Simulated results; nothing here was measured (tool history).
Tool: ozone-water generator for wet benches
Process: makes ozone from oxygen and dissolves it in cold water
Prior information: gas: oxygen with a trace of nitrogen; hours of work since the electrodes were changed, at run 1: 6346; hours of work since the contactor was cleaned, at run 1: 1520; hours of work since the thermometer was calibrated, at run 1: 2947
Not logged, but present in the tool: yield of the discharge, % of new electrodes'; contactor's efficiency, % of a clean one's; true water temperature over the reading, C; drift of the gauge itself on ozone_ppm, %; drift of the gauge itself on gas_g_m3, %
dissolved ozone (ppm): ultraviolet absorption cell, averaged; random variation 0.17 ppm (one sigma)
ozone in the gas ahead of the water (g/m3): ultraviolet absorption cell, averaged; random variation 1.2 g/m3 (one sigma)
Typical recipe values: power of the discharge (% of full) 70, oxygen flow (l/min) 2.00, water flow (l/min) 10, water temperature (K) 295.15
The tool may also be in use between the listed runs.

run      day  power of the discharge (% of full)  oxygen flow (l/min)  water flow (l/min)  water temperature (K)  hours of work since the electrodes were changed  hours of work since the contactor was cleaned  hours of work since the thermometer was calibrated  dissolved ozone (ppm)  ozone in the gas ahead of the water (g/m3)
  1    0.000                                  70                 2.00                  10                 295.15                                             6346                                           1520                                                2947                   17.2                                       174.5
  2    5.525                                  70                 2.00                  10                 295.15                                             6468                                           1642                                                3069                   17.0                                       172.3
  3   11.217                                  70                 2.00                  10                 295.15                                             6593                                           1768                                                3195                   16.7                                       171.8
  4   14.362                                  70                 2.00                  10                 295.15                                             6663                                           1838                                                3264                   16.6                                       171.9
  5   18.146                                  70                 2.79                  10                 295.15                                             6747                                           1921                                                3348                   17.8                                       151.3
  6   22.017                                  70                 2.79                  10                 295.15                                             6832                                           2007                                                3433                   17.8                                       151.6
  7   28.908                                  70                 2.79                  10                 295.15                                             6984                                           2159                                                3586                   17.4                                       151.3
  8   31.804                                  70                 2.79                  10                 295.15                                             7048                                           2223                                                3650                   17.2                                       150.8
  9   35.025                                  70                 2.79                  10                 295.15                                             7120                                           2294                                                3721                   17.2                                       150.1
 10   38.288                                  70                 2.00                  10                 295.15                                             7192                                           2366                                                3793                   16.2                                       166.7
 11   43.212                                  70                 2.00                  10                 295.15                                             7301                                           2475                                                3902                   15.8                                       166.9
 12   48.096                                  70                 2.00                  10                 295.15                                             7409                                           2583                                                4010                   15.9                                       164.0
 13   53.212                                  70                 3.20                  10                 295.15                                             7522                                           2696                                                4123                   17.4                                       139.7
 14   57.571                                  70                 3.20                  10                 295.15                                             7618                                           2793                                                4219                   17.0                                       137.9
 15   62.071                                  70                 3.20                  10                 295.15                                             7717                                           2892                                                4319                   16.8                                       139.4
 16   69.012                                  70                 1.91                  10                 293.15                                             7871                                           3046                                                4472                   15.6                                       164.1
 17   75.025                                  70                 2.00                  10                 295.15                                             8004                                           3178                                                4605                   15.2                                       160.3
      75.696  -- contactor cleaned
 18   79.342                                  70                 2.00                  10                 295.15                                             8095                                             81                                                4697                   15.3                                       160.3
 19   86.283                                  70                 2.00                  10                 288.15                                             8249                                            234                                                4850                   16.3                                       157.8
 20   90.275                                  95                 1.11                  16                 289.15                                             8337                                            322                                                4938                    9.8                                       225.5
      93.204  -- electrodes of the discharge changed
 21   93.858                                  95                 2.23                  10                 289.15                                               14                                            396                                                5012                   28.0                                       258.7
 22   98.554                                  70                 2.00                   7                 295.15                                              118                                            500                                                5116                   26.1                                       221.2
 23  103.921                                  70                 1.25                  11                 295.15                                              237                                            618                                                5234                   16.6                                       257.2
     104.658  -- contactor cleaned, once more
 24  109.138                                  72                 2.46                   8                 298.15                                              348                                             99                                                5346                   24.7                                       206.9
 25  113.350                                  86                 1.67                  10                 289.15                                              442                                            192                                                5439                   24.9                                       263.9
 26  117.800                                  70                 1.34                  10                 293.15                                              540                                            290                                                5537                   19.3                                       251.0
 27  123.304                                  70                 2.00                   8                 295.15                                              662                                            412                                                5659                   24.4                                       214.7
 28  129.433                                  70                 2.00                   8                 295.15                                              797                                            548                                                5795                   24.4                                       213.0
     133.375  -- water thermometer calibrated
 29  134.754                                  90                 2.00                   8                 288.15                                              914                                            665                                                  31                   31.3                                       248.6
 30  139.704                                  60                 2.00                  10                 288.15                                             1024                                            774                                                 140                   20.8                                       192.2

3 ways to go on from here, each from the tool as it stands after run 30. What would each give?
  A  143.362                                  63                 2.00                  11                 295.15                                             1104                                            855                                                 221                      ?                                           ?
  B  143.362                                  61                 2.54                  10                 293.15                                             1104                                            855                                                 221                      ?                                           ?
  C  143.362                                  54                 2.00                  10                 295.15                                             1104                                            855                                                 221                      ?                                           ?

run  dissolved ozone (ppm)  ozone in the gas ahead of the water (g/m3)
  A                   18.3                                       196.3
  B                   20.5                                       178.0
  C                   17.7                                       177.6
Had the tool no hidden state, the same runs would have come out as:
run  dissolved ozone (ppm)  ozone in the gas ahead of the water (g/m3)
  A                   19.3                                       204.8
  B                   21.7                                       185.5
  C                   18.6                                       184.4
